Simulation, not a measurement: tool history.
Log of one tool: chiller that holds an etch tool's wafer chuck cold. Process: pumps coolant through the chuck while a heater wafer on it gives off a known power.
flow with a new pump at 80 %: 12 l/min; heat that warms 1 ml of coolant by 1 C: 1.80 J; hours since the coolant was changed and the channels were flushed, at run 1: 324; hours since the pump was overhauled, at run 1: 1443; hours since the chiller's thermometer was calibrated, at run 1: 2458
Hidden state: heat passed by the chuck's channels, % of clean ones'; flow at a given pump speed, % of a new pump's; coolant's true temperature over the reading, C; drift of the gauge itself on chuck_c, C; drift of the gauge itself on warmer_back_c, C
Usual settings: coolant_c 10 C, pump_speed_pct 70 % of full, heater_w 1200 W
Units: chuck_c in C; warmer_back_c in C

run	hour	coolant_c	pump_speed_pct	heater_w	hours since the coolant was changed and the channels were flushed	hours since the pump was overhauled	hours since the chiller's thermometer was calibrated	chuck_c	warmer_back_c
1	0	10	70	1200	324	1443	2458	24.1	4
2	27.8	10	71	1200	352	1471	2486	24	3.96
3	59.7	10	71	1200	384	1503	2518	24.1	3.92
4	90.1	10	99	1200	414	1533	2548	21.7	2.8
5	109.7	10	70	1200	434	1553	2568	24	4
6	153.2	9	70	1200	478	1596	2611	23.7	4.02
7	172.1	9	70	1200	496	1615	2630	23.4	4.05
8	200.1	9	73	1200	524	1643	2658	23.1	3.82
9	234.3	10	91	1200	559	1677	2692	22.1	3.11
10	260.2	9	81	1200	585	1703	2718	22.3	3.48
11	298	10	77	696	622	1741	2756	18.2	2.12
12	327	10	77	1200	651	1770	2785	23.7	3.65
13	350.6	19	77	1074	675	1794	2809	31.4	3.27
14	386.5	19	77	1074	711	1830	2845	31.4	3.26
15	419.2	9	70	1046	744	1862	2877	21.7	3.53
16	443.7	9	74	1697	768	1887	2902	28.7	5.38
17	462.7	9	74	1697	787	1906	2921	28.7	5.45

Forecast each of these 5 alternatives for the next run:
A	486.1	10	66	938	810	1929	2944	?	?
B	486.1	3	72	618	810	1929	2944	?	?
C	486.1	12	77	828	810	1929	2944	?	?
D	486.1	9	70	713	810	1929	2944	?	?
E	486.1	10	66	1200	810	1929	2944	?	?

run	chuck_c	warmer_back_c
A	22.1	3.38
B	10.8	2.07
C	21.9	2.57
D	18	2.42
E	25.2	4.29
Without the tool's hidden state the same runs would have given:
run	chuck_c	warmer_back_c
A	20.7	3.18
B	9.7	1.95
C	20.7	2.42
D	16.8	2.28
E	23.6	4.03
